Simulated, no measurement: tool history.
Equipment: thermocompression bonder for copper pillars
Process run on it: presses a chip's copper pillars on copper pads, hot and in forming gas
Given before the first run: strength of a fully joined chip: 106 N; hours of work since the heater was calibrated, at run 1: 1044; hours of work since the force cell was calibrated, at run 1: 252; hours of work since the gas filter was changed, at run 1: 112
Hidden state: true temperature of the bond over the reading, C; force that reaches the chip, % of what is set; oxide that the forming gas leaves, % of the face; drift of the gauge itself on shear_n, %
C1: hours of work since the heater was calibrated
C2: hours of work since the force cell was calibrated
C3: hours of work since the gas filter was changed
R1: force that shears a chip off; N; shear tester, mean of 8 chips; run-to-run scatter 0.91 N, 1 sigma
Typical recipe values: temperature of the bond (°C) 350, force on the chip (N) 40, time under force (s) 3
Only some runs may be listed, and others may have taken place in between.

run 1 hour=0 | temperature_of_the_bond_(°C)=350 force_on_the_chip_(N)=40 time_under_force_(s)=3 | C1=1044 C2=252 C3=112 | R1=68
run 2 hour=17 | temperature_of_the_bond_(°C)=350 force_on_the_chip_(N)=40 time_under_force_(s)=3 | C1=1053 C2=261 C3=121 | R1=66.7
run 3 hour=29.3 | temperature_of_the_bond_(°C)=350 force_on_the_chip_(N)=40 time_under_force_(s)=3 | C1=1059 C2=267 C3=127 | R1=67
-- hour=54.3 forming gas filter changed
run 4 hour=58.5 | temperature_of_the_bond_(°C)=350 force_on_the_chip_(N)=40 time_under_force_(s)=3 | C1=1073 C2=281 C3=2 | R1=72.7
run 5 hour=82.9 | temperature_of_the_bond_(°C)=350 force_on_the_chip_(N)=35 time_under_force_(s)=3 | C1=1085 C2=294 C3=14 | R1=68.7
run 6 hour=100.9 | temperature_of_the_bond_(°C)=350 force_on_the_chip_(N)=25 time_under_force_(s)=3 | C1=1094 C2=303 C3=23 | R1=51.4
run 7 hour=118 | temperature_of_the_bond_(°C)=350 force_on_the_chip_(N)=40 time_under_force_(s)=3 | C1=1103 C2=311 C3=32 | R1=71.6
run 8 hour=131.5 | temperature_of_the_bond_(°C)=350 force_on_the_chip_(N)=40 time_under_force_(s)=3 | C1=1109 C2=318 C3=39 | R1=72.3
-- hour=135.8 heater calibrated with a thermocouple chip
run 9 hour=154.4 | temperature_of_the_bond_(°C)=350 force_on_the_chip_(N)=40 time_under_force_(s)=3 | C1=9 C2=328 C3=49 | R1=72.5
run 10 hour=183.2 | temperature_of_the_bond_(°C)=367 force_on_the_chip_(N)=40 time_under_force_(s)=3 | C1=24 C2=343 C3=63 | R1=74
run 11 hour=204.4 | temperature_of_the_bond_(°C)=350 force_on_the_chip_(N)=40 time_under_force_(s)=3 | C1=34 C2=353 C3=74 | R1=69.5
-- hour=231.9 heater calibrated with a thermocouple chip, once more
run 12 hour=234.3 | temperature_of_the_bond_(°C)=350 force_on_the_chip_(N)=40 time_under_force_(s)=3 | C1=1 C2=367 C3=88 | R1=69.5
run 13 hour=248.2 | temperature_of_the_bond_(°C)=350 force_on_the_chip_(N)=40 time_under_force_(s)=3 | C1=8 C2=374 C3=95 | R1=68.9
run 14 hour=275.9 | temperature_of_the_bond_(°C)=327 force_on_the_chip_(N)=40 time_under_force_(s)=3 | C1=22 C2=388 C3=109 | R1=59.7
run 15 hour=302.8 | temperature_of_the_bond_(°C)=327 force_on_the_chip_(N)=40 time_under_force_(s)=3 | C1=35 C2=402 C3=122 | R1=61
run 16 hour=315.5 | temperature_of_the_bond_(°C)=328 force_on_the_chip_(N)=29 time_under_force_(s)=7 | C1=42 C2=408 C3=129 | R1=62.3
-- hour=337.9 forming gas filter changed
run 17 hour=337.9 | temperature_of_the_bond_(°C)=328 force_on_the_chip_(N)=29 time_under_force_(s)=7 | C1=53 C2=419 C3=0 | R1=68.3
run 18 hour=363.4 | temperature_of_the_bond_(°C)=377 force_on_the_chip_(N)=34 time_under_force_(s)=3 | C1=66 C2=432 C3=13 | R1=75.9
run 19 hour=387.2 | temperature_of_the_bond_(°C)=366 force_on_the_chip_(N)=58 time_under_force_(s)=3 | C1=77 C2=444 C3=25 | R1=91.5
run 20 hour=409.5 | temperature_of_the_bond_(°C)=350 force_on_the_chip_(N)=41 time_under_force_(s)=3 | C1=89 C2=455 C3=36 | R1=73.3
run 21 hour=427.9 | temperature_of_the_bond_(°C)=377 force_on_the_chip_(N)=40 time_under_force_(s)=3 | C1=98 C2=464 C3=45 | R1=79.8
run 22 hour=456.4 | temperature_of_the_bond_(°C)=377 force_on_the_chip_(N)=51 time_under_force_(s)=7 | C1=112 C2=478 C3=59 | R1=97.6
run 23 hour=478.8 | temperature_of_the_bond_(°C)=336 force_on_the_chip_(N)=41 time_under_force_(s)=4 | C1=123 C2=489 C3=70 | R1=72.6
run 24 hour=502.4 | temperature_of_the_bond_(°C)=336 force_on_the_chip_(N)=41 time_under_force_(s)=4 | C1=135 C2=501 C3=82 | R1=71.8
run 25 hour=522.3 | temperature_of_the_bond_(°C)=350 force_on_the_chip_(N)=38 time_under_force_(s)=3 | C1=145 C2=511 C3=92 | R1=66.8
run 26 hour=534 | temperature_of_the_bond_(°C)=377 force_on_the_chip_(N)=40 time_under_force_(s)=7 | C1=151 C2=517 C3=98 | R1=88
run 27 hour=551.6 | temperature_of_the_bond_(°C)=326 force_on_the_chip_(N)=40 time_under_force_(s)=6 | C1=160 C2=526 C3=107 | R1=71.8
run 28 hour=565.1 | temperature_of_the_bond_(°C)=326 force_on_the_chip_(N)=40 time_under_force_(s)=8 | C1=166 C2=532 C3=114 | R1=77.6

Below are 5 alternative next runs, each starting from the tool's condition after run 28. Predict each:
run A hour=589.1 | temperature_of_the_bond_(°C)=350 force_on_the_chip_(N)=44 time_under_force_(s)=3 | C1=178 C2=544 C3=126 | R1=?
run B hour=589.1 | temperature_of_the_bond_(°C)=333 force_on_the_chip_(N)=30 time_under_force_(s)=2 | C1=178 C2=544 C3=126 | R1=?
run C hour=589.1 | temperature_of_the_bond_(°C)=377 force_on_the_chip_(N)=40 time_under_force_(s)=2 | C1=178 C2=544 C3=126 | R1=?
run D hour=589.1 | temperature_of_the_bond_(°C)=370 force_on_the_chip_(N)=45 time_under_force_(s)=8 | C1=178 C2=544 C3=126 | R1=?
run E hour=589.1 | temperature_of_the_bond_(°C)=326 force_on_the_chip_(N)=54 time_under_force_(s)=8 | C1=178 C2=544 C3=126 | R1=?

run=A R1=71.6
run=B R1=43.9
run=C R1=68.4
run=D R1=90
run=E R1=83.3
The same runs, with their run-to-run variation unchanged, on a tool lacking any hidden condition would have given:
run=A R1=80
run=B R1=49.6
run=C R1=76.4
run=D R1=99.6
run=E R1=92.6
